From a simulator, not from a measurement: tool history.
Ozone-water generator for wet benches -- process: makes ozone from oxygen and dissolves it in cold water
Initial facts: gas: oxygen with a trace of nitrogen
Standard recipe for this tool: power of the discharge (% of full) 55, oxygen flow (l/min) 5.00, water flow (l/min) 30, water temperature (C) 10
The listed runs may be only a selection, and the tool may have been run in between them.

run	hour	power of the discharge (% of full)	oxygen flow (l/min)	water flow (l/min)	water temperature (C)	dissolved ozone (ppm)	ozone in the gas ahead of the water (g/m3)
1	0.0	55	5.00	30	10	17.8	229.3
2	37.9	55	5.00	30	10	18.0	229.3
3	86.9	55	5.00	30	10	17.7	227.9
4	133.0	55	5.00	30	10	18.0	227.2
5	173.2	55	5.00	30	10	18.0	227.8
6	204.9	55	5.00	30	10	17.8	228.3
7	259.3	55	5.00	34	10	16.0	228.7
8	303.1	55	5.00	34	10	15.7	226.6
9	365.2	55	5.00	30	6	18.6	227.7
10	404.1	55	5.00	30	10	17.8	227.7
11	453.0	55	5.00	30	10	17.8	226.2
12	488.6	55	5.00	30	10	17.6	228.1
13	549.0	42	5.00	30	10	15.3	198.5
14	589.1	42	5.00	30	10	15.5	198.1
15	646.2	55	5.00	30	10	17.3	224.9
16	686.2	55	5.00	30	10	17.6	224.7
17	738.3	55	5.00	20	10	25.2	226.1
18	787.6	61	5.00	20	10	26.5	237.6
19	835.3	61	5.00	20	10	26.3	235.1
20	873.2	61	5.00	20	10	26.4	236.4
21	912.9	55	7.76	29	6	20.6	183.3
22	968.7	55	7.76	29	6	20.5	184.3
23	1006.4	86	8.98	29	17	22.1	212.8
24	1040.6	86	8.98	29	17	22.3	212.3
25	1066.6	55	5.00	22	11	23.0	223.5
26	1111.4	55	5.00	22	11	22.8	224.5
27	1171.2	55	3.90	38	17	11.8	248.4
28	1206.9	55	3.90	38	17	11.7	248.7
29	1267.2	55	3.90	38	17	11.8	245.8
30	1305.6	42	2.82	20	7	19.4	251.4
31	1345.1	42	5.08	34	13	13.1	194.2
32	1379.1	42	5.08	34	13	13.0	193.7
33	1422.8	55	5.00	30	6	17.7	222.1
34	1474.6	55	5.00	30	6	17.6	222.8

Measured result minus the same run's result without the hidden state. Both carry the same run-to-run variation, though not necessarily the same gauge scatter:
Hidden conditions of the tool in this case: yield of the discharge, % of new electrodes'; contactor's efficiency, % of a clean one's; true water temperature over the reading, C; drift of the gauge itself on ozone_ppm, %; drift of the gauge itself on gas_g_m3, %.
run	dissolved ozone (ppm)	ozone in the gas ahead of the water (g/m3)
1	-1.7	-14.8
2	-1.7	-15.2
3	-1.8	-15.4
4	-1.8	-15.6
5	-1.8	-15.8
6	-1.9	-16.2
7	-1.7	-16.4
8	-1.8	-16.6
9	-2.1	-17.2
10	-2.0	-17.3
11	-2.0	-17.6
12	-2.1	-17.9
13	-1.6	-13.4
14	-1.7	-13.6
15	-2.2	-18.7
16	-2.2	-18.9
17	-3.2	-19.4
18	-3.6	-21.9
19	-3.6	-22.2
20	-3.6	-22.4
21	-2.8	-16.6
22	-2.9	-17.2
23	-3.8	-25.2
24	-3.8	-25.5
25	-3.2	-21.4
26	-3.3	-21.8
27	-1.8	-24.5
28	-1.9	-24.9
29	-1.9	-25.1
30	-2.6	-21.8
31	-1.9	-16.9
32	-1.9	-17.1
33	-2.9	-23.6
34	-2.9	-24.0

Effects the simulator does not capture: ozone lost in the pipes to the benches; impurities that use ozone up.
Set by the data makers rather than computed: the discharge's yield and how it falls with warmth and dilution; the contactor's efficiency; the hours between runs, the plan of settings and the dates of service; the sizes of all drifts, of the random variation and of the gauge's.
